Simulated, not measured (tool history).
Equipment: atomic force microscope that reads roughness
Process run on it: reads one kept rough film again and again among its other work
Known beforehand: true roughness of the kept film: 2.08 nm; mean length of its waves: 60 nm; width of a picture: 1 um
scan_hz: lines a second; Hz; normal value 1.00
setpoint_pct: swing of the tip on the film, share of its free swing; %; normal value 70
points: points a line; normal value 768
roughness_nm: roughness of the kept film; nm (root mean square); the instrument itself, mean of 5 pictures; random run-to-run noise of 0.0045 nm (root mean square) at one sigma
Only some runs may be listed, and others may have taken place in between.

run 1 hour=0.0 | scan_hz=1.00 setpoint_pct=70 points=768 | roughness_nm=1.948
run 2 hour=16.9 | scan_hz=1.00 setpoint_pct=70 points=768 | roughness_nm=1.935
-- hour=18.4 new tip fitted
run 3 hour=29.8 | scan_hz=1.00 setpoint_pct=70 points=768 | roughness_nm=1.969
run 4 hour=43.1 | scan_hz=1.00 setpoint_pct=70 points=768 | roughness_nm=1.971
run 5 hour=52.1 | scan_hz=1.00 setpoint_pct=70 points=768 | roughness_nm=1.957
run 6 hour=68.4 | scan_hz=1.00 setpoint_pct=70 points=768 | roughness_nm=1.948
run 7 hour=83.2 | scan_hz=2.77 setpoint_pct=70 points=303 | roughness_nm=1.823
-- hour=97.4 new tip fitted
run 8 hour=97.6 | scan_hz=1.19 setpoint_pct=60 points=303 | roughness_nm=2.011
run 9 hour=110.4 | scan_hz=1.46 setpoint_pct=68 points=542 | roughness_nm=1.959
run 10 hour=119.4 | scan_hz=3.51 setpoint_pct=62 points=768 | roughness_nm=1.878
run 11 hour=136.2 | scan_hz=1.00 setpoint_pct=58 points=768 | roughness_nm=1.994
run 12 hour=143.8 | scan_hz=1.00 setpoint_pct=58 points=768 | roughness_nm=1.991

4 options for the next run, each taken on its own from the tool as it stands now. Forecast them:
run A hour=159.3 | scan_hz=3.81 setpoint_pct=58 points=768 | roughness_nm=?
run B hour=159.3 | scan_hz=1.70 setpoint_pct=85 points=465 | roughness_nm=?
run C hour=159.3 | scan_hz=0.56 setpoint_pct=72 points=590 | roughness_nm=?
run D hour=159.3 | scan_hz=0.80 setpoint_pct=59 points=317 | roughness_nm=?

run=A roughness_nm=1.885
run=B roughness_nm=1.763
run=C roughness_nm=1.963
run=D roughness_nm=1.985
With the hidden condition removed and each run's random variation left untouched, the same runs would have given:
run=A roughness_nm=1.921
run=B roughness_nm=1.797
run=C roughness_nm=2.001
run=D roughness_nm=2.023

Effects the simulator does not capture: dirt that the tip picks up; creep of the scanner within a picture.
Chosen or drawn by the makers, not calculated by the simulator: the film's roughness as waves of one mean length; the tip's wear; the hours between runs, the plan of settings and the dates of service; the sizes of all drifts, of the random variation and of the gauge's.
